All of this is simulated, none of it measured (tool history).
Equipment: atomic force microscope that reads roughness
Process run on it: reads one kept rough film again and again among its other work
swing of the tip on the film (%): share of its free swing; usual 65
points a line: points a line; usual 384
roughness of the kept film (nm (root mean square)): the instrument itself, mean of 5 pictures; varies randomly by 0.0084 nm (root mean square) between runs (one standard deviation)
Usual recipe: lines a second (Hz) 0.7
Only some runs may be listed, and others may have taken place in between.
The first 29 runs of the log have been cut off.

| run | hour | lines a second (Hz) | swing of the tip on the film (%) | points a line | pictures with this tip | hours of work since the height scale was calibrated | roughness of the kept film (nm (root mean square)) |
|---|---|---|---|---|---|---|---|
| 30 | 1019.8 | 2.342 | 76 | 437 | 156 | 1505 | 2.079 |
|  | 1040.5 | new tip fitted |
| 31 | 1055.1 | 2.342 | 76 | 437 | 18 | 1522 | 2.164 |
| 32 | 1085.9 | 2.231 | 63 | 276 | 55 | 1537 | 2.361 |
| 33 | 1126 | 2.345 | 65 | 280 | 103 | 1557 | 2.302 |
| 34 | 1158 | 3.794 | 71 | 795 | 141 | 1573 | 2.047 |
|  | 1191.6 | new tip fitted |
| 35 | 1205.7 | 1.033 | 71 | 384 | 16 | 1596 | 2.442 |
| 36 | 1241.4 | 1.033 | 71 | 384 | 59 | 1614 | 2.393 |
| 37 | 1286.6 | 1.099 | 64 | 948 | 113 | 1636 | 2.386 |
| 38 | 1326.2 | 2.796 | 64 | 496 | 161 | 1656 | 2.222 |
|  | 1340 | new tip fitted |
| 39 | 1347.7 | 2.796 | 64 | 496 | 9 | 1666 | 2.316 |
| 40 | 1369.8 | 3.642 | 64 | 496 | 36 | 1677 | 2.245 |
| 41 | 1410 | 0.621 | 57 | 816 | 84 | 1697 | 2.491 |
| 42 | 1437.5 | 2.295 | 73 | 384 | 117 | 1710 | 2.184 |

Consider 4 possible next runs. They are alternatives, not a sequence: every one starts from the tool as it was left by run 42. What does each give?
| A | 1458.4 | 0.968 | 68 | 384 | 142 | 1721 | ? |
| B | 1458.4 | 0.865 | 90 | 515 | 142 | 1721 | ? |
| C | 1458.4 | 3.518 | 61 | 459 | 142 | 1721 | ? |
| D | 1458.4 | 1.288 | 65 | 641 | 142 | 1721 | ? |

| run | roughness of the kept film (nm (root mean square)) |
|---|---|
| A | 2.391 |
| B | 2.191 |
| C | 2.241 |
| D | 2.36 |
With the hidden condition removed and each run's random variation left untouched, the same runs would have given:
| run | roughness of the kept film (nm (root mean square)) |
|---|---|
| A | 2.516 |
| B | 2.306 |
| C | 2.358 |
| D | 2.484 |

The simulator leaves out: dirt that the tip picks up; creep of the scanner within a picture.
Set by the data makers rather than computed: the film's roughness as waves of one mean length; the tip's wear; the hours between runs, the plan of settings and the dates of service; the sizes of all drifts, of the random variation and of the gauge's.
